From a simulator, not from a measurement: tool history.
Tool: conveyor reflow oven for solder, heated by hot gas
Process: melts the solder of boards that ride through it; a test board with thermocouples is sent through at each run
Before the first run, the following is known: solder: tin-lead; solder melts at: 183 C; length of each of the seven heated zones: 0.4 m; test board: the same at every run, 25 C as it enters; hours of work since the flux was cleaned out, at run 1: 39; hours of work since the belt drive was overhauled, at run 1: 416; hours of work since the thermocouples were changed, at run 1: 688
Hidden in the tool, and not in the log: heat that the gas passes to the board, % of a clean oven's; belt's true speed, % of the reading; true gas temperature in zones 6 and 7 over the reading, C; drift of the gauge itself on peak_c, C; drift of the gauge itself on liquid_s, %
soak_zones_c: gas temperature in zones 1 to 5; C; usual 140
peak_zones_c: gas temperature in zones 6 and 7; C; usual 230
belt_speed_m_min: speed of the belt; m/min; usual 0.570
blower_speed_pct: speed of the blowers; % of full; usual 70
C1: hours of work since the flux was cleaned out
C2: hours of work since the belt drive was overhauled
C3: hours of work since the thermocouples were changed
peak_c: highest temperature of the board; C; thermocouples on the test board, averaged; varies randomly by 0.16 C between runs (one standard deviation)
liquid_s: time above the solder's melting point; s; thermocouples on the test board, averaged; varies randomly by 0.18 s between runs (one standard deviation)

Run 1, hour 0.0: usual settings; C1 39; C2 416; C3 688. Result: peak_c 215.5 C, liquid_s 63.3 s.
Run 2, hour 14.9: usual settings; C1 50; C2 427; C3 700. Result: peak_c 215.2 C, liquid_s 63.6 s.
Run 3, hour 30.6: usual settings; C1 62; C2 439; C3 712. Result: peak_c 215.2 C, liquid_s 63.1 s.
Run 4, hour 62.5: usual settings; C1 87; C2 464; C3 736. Result: peak_c 214.9 C, liquid_s 62.9 s.
Run 5, hour 84.4: usual settings but peak_zones_c 244 C; C1 104; C2 480; C3 753. Result: peak_c 227.2 C, liquid_s 72.0 s.
Run 6, hour 116.8: usual settings but soak_zones_c 142 C; C1 129; C2 505; C3 778. Result: peak_c 214.9 C, liquid_s 63.7 s.
Run 7, hour 142.8: usual settings but soak_zones_c 142 C; C1 148; C2 525; C3 798. Result: peak_c 214.8 C, liquid_s 63.5 s.
At hour 164.4: flux residue cleaned out of gas plates and filters.
Run 8, hour 164.4: usual settings but soak_zones_c 142 C; C1 0; C2 538; C3 810. Result: peak_c 215.8 C, liquid_s 64.9 s.
Run 9, hour 179.8: usual settings but belt_speed_m_min 0.635 m/min; C1 12; C2 550; C3 822. Result: peak_c 212.1 C, liquid_s 53.6 s.
Run 10, hour 204.8: usual settings but belt_speed_m_min 0.635 m/min; C1 31; C2 569; C3 841. Result: peak_c 212.3 C, liquid_s 53.4 s.
Run 11, hour 234.4: usual settings but belt_speed_m_min 0.635 m/min; C1 54; C2 592; C3 864. Result: peak_c 211.9 C, liquid_s 53.2 s.
Run 12, hour 266.6: usual settings; C1 78; C2 616; C3 889. Result: peak_c 214.8 C, liquid_s 63.4 s.
Run 13, hour 299.4: usual settings but belt_speed_m_min 0.607 m/min; C1 104; C2 642; C3 914. Result: peak_c 212.9 C, liquid_s 57.0 s.
Run 14, hour 331.2: usual settings but blower_speed_pct 84 % of full; C1 128; C2 666; C3 938. Result: peak_c 216.6 C, liquid_s 65.7 s.
Run 15, hour 359.9: usual settings but blower_speed_pct 84 % of full; C1 150; C2 688; C3 960. Result: peak_c 216.5 C, liquid_s 65.2 s.
At hour 380.7: flux residue cleaned out of gas plates and filters.
Run 16, hour 396.6: usual settings but peak_zones_c 225 C; C1 12; C2 712; C3 985. Result: peak_c 210.3 C, liquid_s 59.6 s.
Run 17, hour 418.2: usual settings but peak_zones_c 226 C; C1 29; C2 729; C3 1001. Result: peak_c 211.6 C, liquid_s 60.2 s.
Run 18, hour 451.0: usual settings but soak_zones_c 137 C, peak_zones_c 244 C, belt_speed_m_min 0.598 m/min; C1 54; C2 754; C3 1027. Result: peak_c 225.1 C, liquid_s 66.7 s.
Run 19, hour 481.9: usual settings but peak_zones_c 244 C, belt_speed_m_min 0.492 m/min; C1 78; C2 778; C3 1050. Result: peak_c 231.4 C, liquid_s 87.7 s.

What does the tool deliver on the next run?
Run 20, hour 508.9: usual settings but peak_zones_c 227 C, belt_speed_m_min 0.643 m/min, blower_speed_pct 72 % of full; C1 98; C2 799; C3 1071. Result: peak_c ?, liquid_s ?.

peak_c: 208.5 C
liquid_s: 49.5 s
Were there no unlogged condition in the tool, this run, its random variation unchanged, would have produced peak_c 210.5 C, liquid_s 50.8 s.
